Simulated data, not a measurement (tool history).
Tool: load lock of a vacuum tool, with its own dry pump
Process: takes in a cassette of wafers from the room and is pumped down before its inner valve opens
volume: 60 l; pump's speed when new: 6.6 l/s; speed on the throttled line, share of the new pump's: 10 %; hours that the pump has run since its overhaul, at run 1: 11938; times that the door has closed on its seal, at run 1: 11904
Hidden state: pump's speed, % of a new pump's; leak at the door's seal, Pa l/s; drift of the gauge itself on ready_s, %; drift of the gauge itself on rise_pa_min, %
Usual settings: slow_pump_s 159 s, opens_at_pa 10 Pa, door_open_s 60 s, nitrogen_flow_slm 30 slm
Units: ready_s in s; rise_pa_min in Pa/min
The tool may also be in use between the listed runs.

run    hour  slow_pump_s  opens_at_pa  door_open_s  nitrogen_flow_slm  hours that the pump has run since its overhaul  times that the door has closed on its seal  incoming humidity of the room's air, %  ready_s  rise_pa_min
  1       0          159           10           60                 30                                           11938                                       11904                                      46    252.8        0.146
  2   149.8          159           10           60                 30                                           12088                                       12172                                    44.2    250.3        0.154
  3   339.2          159           10           60                 30                                           12277                                       12512                                    46.3    252.3        0.155
  4   585.5          159           10           81                 30                                           12524                                       12953                                    43.8    256.6        0.178
  5   764.3          159           10           81                 30                                           12703                                       13274                                    45.1    252.3        0.182
      946.6  -- dry pump taken out, an overhauled one fitted
  6  1083.5          159           10           81                 30                                             137                                       13835                                    43.3    230.5        0.183
  7  1346.1          159           10           60                 30                                             399                                       14306                                    45.9    229.7        0.181
  8    1512          159           10           60                 30                                             565                                       14603                                    44.5    230.6         0.19
  9    1699          159            8           60                 30                                             752                                       14939                                    45.5    232.3        0.191
 10  1931.5          159            8           60                 30                                             985                                       15355                                    42.5    232.7        0.193
 11  2196.5          159            8           60                  6                                            1250                                       15831                                    42.5    234.8        0.221
 12  2500.9          159            8           60                  6                                            1554                                       16376                                    43.2    236.3        0.235
 13  2695.1          159            8           60                 26                                            1748                                       16724                                    44.5    235.4        0.213
 14  2954.6          159           20           60                 30                                            2008                                       17190                                    44.5    227.2        0.225
 15  3176.2          159           20           60                 30                                            2230                                       17587                                    41.9    227.7        0.227
 16  3424.5          159           10           60                 30                                            2478                                       18032                                    45.3    232.9         0.24
 17    3607          159           10           60                 30                                            2660                                       18359                                    42.6    232.5        0.239
 18  3948.3          159           10           60                 30                                            3002                                       18971                                    39.8    233.7        0.257
 19  4232.9          159           10           60                 30                                            3286                                       19481                                    43.1    237.2        0.267
 20    4573          159           10           60                 30                                            3626                                       20091                                      45    235.2        0.275
 21  4915.8          103           10           60                 30                                            3969                                       20705                                    43.5    184.5        0.285
 22  5134.2          159           10           35                  5                                            4188                                       21097                                      44    235.9          0.3
 23  5433.5          159           10           35                  5                                            4487                                       21633                                    46.2    237.7        0.315
 24  5599.5          189           10           60                 30                                            4653                                       21931                                    45.4    262.1        0.308
 25    5749          171           18          168                 30                                            4802                                       22199                                    49.7    239.1        0.352
 26  6106.5          274           17          175                  4                                            5160                                       22840                                    44.6    336.4        0.419
 27  6441.9          253           13          102                 11                                            5495                                       23441                                    45.6    320.3        0.373
 28  6807.5          172           10           86                 30                                            5861                                       24097                                    46.9    252.2        0.362
 29  7161.9          201           20          109                  8                                            6215                                       24732                                    43.7    266.5        0.422
 30  7459.1          201           20           80                 19                                            6512                                       25265                                    45.1    271.9        0.404
 31    7648          201           12          119                 19                                            6701                                       25603                                    48.7    274.1        0.429
 32  7862.4          128           14           58                  7                                            6916                                       25988                                    47.6    210.8        0.423
 33  8134.8          128           14           58                  7                                            7188                                       26476                                    45.5    209.4        0.433
 34  8334.1          159           19           60                 30                                            7388                                       26833                                    47.9    235.3        0.419

Forecast run 35:
 35  8563.5          159           10           60                 16                                            7617                                       27245                                    43.9        ?            ?

Run 35 gave ready_s 243.7 s, rise_pa_min 0.434 Pa/min.
Without the tool's hidden state the same run would have given ready_s 229.4 s, rise_pa_min 0.054 Pa/min.
